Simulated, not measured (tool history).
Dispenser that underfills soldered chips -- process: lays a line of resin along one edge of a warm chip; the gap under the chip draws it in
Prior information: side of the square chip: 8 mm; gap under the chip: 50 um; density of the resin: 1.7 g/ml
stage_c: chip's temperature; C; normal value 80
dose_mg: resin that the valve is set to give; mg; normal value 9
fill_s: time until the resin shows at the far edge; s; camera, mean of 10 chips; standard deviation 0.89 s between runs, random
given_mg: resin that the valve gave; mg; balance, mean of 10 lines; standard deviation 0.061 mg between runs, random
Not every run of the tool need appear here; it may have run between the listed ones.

run 1 hour=0 | stage_c=80 dose_mg=9 | fill_s=114.9 given_mg=8.46
-- hour=3.2 new syringe of resin
run 2 hour=5.2 | stage_c=80 dose_mg=9 | fill_s=91.3 given_mg=8.46
run 3 hour=10.9 | stage_c=80 dose_mg=9 | fill_s=103.2 given_mg=8.52
-- hour=18.5 new syringe of resin
run 4 hour=18.5 | stage_c=80 dose_mg=10.91 | fill_s=83.8 given_mg=10.13
run 5 hour=26.5 | stage_c=80 dose_mg=10.91 | fill_s=99.7 given_mg=10.11
-- hour=34 new syringe of resin
run 6 hour=34.7 | stage_c=86 dose_mg=9.84 | fill_s=68.9 given_mg=9.2
run 7 hour=42.4 | stage_c=83 dose_mg=7.64 | fill_s=95.8 given_mg=7.22

Predict the results of run 8:
-- hour=49.7 new syringe of resin
run 8 hour=51.8 | stage_c=83 dose_mg=7.64 | fill_s=? given_mg=?

Run 8 produced fill_s 81.8 s, given_mg 7.02 mg.
Minus the tool's unlogged condition, the same run would have read fill_s 76.2 s, given_mg 7.6 mg.

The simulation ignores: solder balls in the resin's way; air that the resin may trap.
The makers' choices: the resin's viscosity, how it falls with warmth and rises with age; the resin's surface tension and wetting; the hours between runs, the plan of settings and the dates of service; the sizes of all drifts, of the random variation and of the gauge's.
